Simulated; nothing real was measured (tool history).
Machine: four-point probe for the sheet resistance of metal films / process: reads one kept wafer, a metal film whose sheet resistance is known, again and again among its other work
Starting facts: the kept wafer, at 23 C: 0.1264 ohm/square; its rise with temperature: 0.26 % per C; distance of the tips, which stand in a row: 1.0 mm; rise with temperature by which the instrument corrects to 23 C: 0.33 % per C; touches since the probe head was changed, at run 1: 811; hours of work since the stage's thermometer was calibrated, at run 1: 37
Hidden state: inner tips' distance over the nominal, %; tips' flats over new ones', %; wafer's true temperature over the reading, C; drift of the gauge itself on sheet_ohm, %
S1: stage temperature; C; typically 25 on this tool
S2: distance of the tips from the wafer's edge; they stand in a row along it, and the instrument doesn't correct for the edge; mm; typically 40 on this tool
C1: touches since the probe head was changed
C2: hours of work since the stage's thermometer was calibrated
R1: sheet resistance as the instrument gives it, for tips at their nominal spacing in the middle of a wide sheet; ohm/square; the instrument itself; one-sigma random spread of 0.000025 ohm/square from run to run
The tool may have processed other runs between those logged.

Run 1, day 0: usual settings; C1 811; C2 37. Result: R1 0.126675 ohm/square.
Run 2, day 0.371: usual settings but S2 18 mm; C1 1159; C2 42. Result: R1 0.126876 ohm/square.
Run 3, day 1.108: usual settings but S2 18 mm; C1 1857; C2 52. Result: R1 0.126875 ohm/square.
Run 4, day 1.638: usual settings; C1 2358; C2 59. Result: R1 0.126665 ohm/square.
Run 5, day 2.3: usual settings; C1 2986; C2 67. Result: R1 0.126705 ohm/square.
Run 6, day 3: usual settings but S1 23 C; C1 3645; C2 76. Result: R1 0.126799 ohm/square.
Run 7, day 3.675: usual settings but S1 23 C; C1 4285; C2 85. Result: R1 0.126841 ohm/square.
Run 8, day 4.033: usual settings but S1 35 C, S2 17 mm; C1 4622; C2 90. Result: R1 0.126103 ohm/square.
Run 9, day 4.596: usual settings but S1 31 C, S2 8 mm; C1 5154; C2 97. Result: R1 0.127211 ohm/square.
Run 10, day 5.112: usual settings but S1 30 C, S2 7 mm; C1 5642; C2 104. Result: R1 0.127588 ohm/square.
Run 11, day 5.808: usual settings but S1 34 C; C1 6301; C2 113. Result: R1 0.125989 ohm/square.
Run 12, day 6.346: usual settings but S1 26 C, S2 46 mm; C1 6810; C2 120. Result: R1 0.126574 ohm/square.

Alternative continuations, all from the tool just after run 12; predict every row:
Run A, day 6.675: usual settings but S1 27 C, S2 13 mm; C1 7120; C2 124. Result: R1 ?.
Run B, day 6.675: usual settings but S1 20 C, S2 24 mm; C1 7120; C2 124. Result: R1 ?.
Run C, day 6.675: usual settings but S1 28 C; C1 7120; C2 124. Result: R1 ?.

run        R1
  A  0.126893
  B  0.127132
  C  0.126442
What these runs would have given with no unlogged condition in the tool:
run        R1
  A  0.126509
  B  0.126747
  C  0.126058
